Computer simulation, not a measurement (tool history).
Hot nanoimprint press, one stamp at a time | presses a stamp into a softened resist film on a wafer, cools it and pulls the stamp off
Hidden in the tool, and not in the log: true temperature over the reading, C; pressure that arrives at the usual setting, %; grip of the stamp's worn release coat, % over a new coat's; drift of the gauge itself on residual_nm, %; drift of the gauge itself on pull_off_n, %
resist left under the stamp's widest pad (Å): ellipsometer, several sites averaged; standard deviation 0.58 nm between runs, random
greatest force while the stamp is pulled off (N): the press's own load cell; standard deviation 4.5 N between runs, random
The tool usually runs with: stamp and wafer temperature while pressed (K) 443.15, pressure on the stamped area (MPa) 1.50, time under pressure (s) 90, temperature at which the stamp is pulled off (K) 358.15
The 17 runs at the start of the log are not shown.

run,hour,stamp and wafer temperature while pressed (K),pressure on the stamped area (MPa),time under pressure (s),temperature at which the stamp is pulled off (K),hours of work since the thermocouple was calibrated,imprints on the stamp's release coat,hours of work since the press's seals were changed,resist left under the stamp's widest pad (Å),greatest force while the stamp is pulled off (N)
18,117.1,443.15,1.86,90,364.15,389,1330,118,1028,194
19,124.1,439.15,1.13,80,365.15,393,1356,122,1503,196
# hour 133.8: stamp cleaned and given a new release coat
20,134.3,443.15,1.23,179,358.15,396,2,124,1037,215
21,138.5,443.15,1.23,179,358.15,398,17,126,1037,213
22,142.7,443.15,1.50,92,358.15,400,33,129,1145,219
23,146.8,432.15,1.10,47,360.15,402,48,131,1833,208
24,155.3,447.15,1.39,168,358.15,407,79,135,849,220
25,160.7,443.15,1.50,90,354.15,410,99,138,1131,234
26,166.1,446.15,1.43,141,349.15,413,118,141,905,236
27,173.4,436.15,2.16,176,349.15,417,145,145,1026,235
28,182.0,436.15,2.16,176,349.15,422,176,150,1026,248
29,187.2,435.15,1.34,174,358.15,424,195,153,1343,222
# hour 191.3: plate thermocouple calibrated
# hour 192.2: gauge calibrated
30,198.4,435.15,1.34,174,358.15,4,225,157,1373,216
31,204.1,436.15,1.36,50,347.15,7,246,160,1685,247

Here are 3 independent what-if runs from the current tool condition. What would each one return?
A,210.4,435.15,1.36,50,347.15,10,269,164,?,?
B,210.4,436.15,1.50,90,355.15,10,269,164,?,?
C,210.4,434.15,1.59,52,358.15,10,269,164,?,?

run,resist left under the stamp's widest pad (Å),greatest force while the stamp is pulled off (N)
A,1710,253
B,1483,220
C,1668,223
The same runs, with their run-to-run variation unchanged, on a tool lacking any hidden condition would have given:
run,resist left under the stamp's widest pad (Å),greatest force while the stamp is pulled off (N)
A,1715,253
B,1487,219
C,1672,223
